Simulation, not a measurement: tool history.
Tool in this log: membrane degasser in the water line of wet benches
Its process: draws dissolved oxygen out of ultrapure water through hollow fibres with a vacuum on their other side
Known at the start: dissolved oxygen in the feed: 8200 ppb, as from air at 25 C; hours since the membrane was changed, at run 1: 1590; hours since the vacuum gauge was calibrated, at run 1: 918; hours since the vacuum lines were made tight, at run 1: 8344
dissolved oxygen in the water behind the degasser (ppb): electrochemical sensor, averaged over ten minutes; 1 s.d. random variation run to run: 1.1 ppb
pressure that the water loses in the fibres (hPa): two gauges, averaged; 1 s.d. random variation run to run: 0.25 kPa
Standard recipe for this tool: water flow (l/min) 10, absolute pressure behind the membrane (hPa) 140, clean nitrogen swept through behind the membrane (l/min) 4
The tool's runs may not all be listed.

run,hour,water flow (l/min),absolute pressure behind the membrane (hPa),clean nitrogen swept through behind the membrane (l/min),hours since the membrane was changed,hours since the vacuum gauge was calibrated,hours since the vacuum lines were made tight,dissolved oxygen in the water behind the degasser (ppb),pressure that the water loses in the fibres (hPa)
1,0,10,140,4,1590,918,8344,110.1,697.4
2,273.9,8,140,4,1864,1191,8617,82,553.2
3,556.7,10,140,4,2147,1474,8900,111.2,696.8
4,717.9,10,140,4,2308,1635,9061,111.9,697.7
5,882.3,8,140,4,2473,1800,9226,84.1,559.2
6,1227.8,8,140,4,2818,2145,9571,87.1,560.6
# hour 1380.6: seals of the vacuum lines changed
7,1458.3,10,140,3.04,3047,2374,78,130.1,706.9
8,1769.5,10,140,3.04,3358,2685,389,127.9,708.1
9,1953.6,10,140,11.04,3542,2869,573,66.2,706.8
10,2261.4,16,268,7.26,3850,3177,881,224.3,1128.9
11,2459.9,7,154,9.18,4048,3376,1079,44.4,495.3
12,2774.5,15,130,4,4363,3690,1394,183.2,1065.1
13,3103.5,15,289,9.66,4692,4019,1723,189.7,1067.1

Consider 3 possible next runs. They are alternatives, not a sequence: every one starts from the tool as it was left by run 13. What does each give?
A,3361.8,6,289,9.66,4950,4277,1981,?,?
B,3361.8,10,289,9.66,4950,4277,1981,?,?
C,3361.8,12,191,3.15,4950,4277,1981,?,?

run,dissolved oxygen in the water behind the degasser (ppb),pressure that the water loses in the fibres (hPa)
A,56.3,427.9
B,111.9,712.9
C,212.2,862.1
With the hidden condition removed and each run's random variation left untouched, the same runs would have given:
run,dissolved oxygen in the water behind the degasser (ppb),pressure that the water loses in the fibres (hPa)
A,51.1,411.1
B,101.5,684.8
C,196.5,828.2
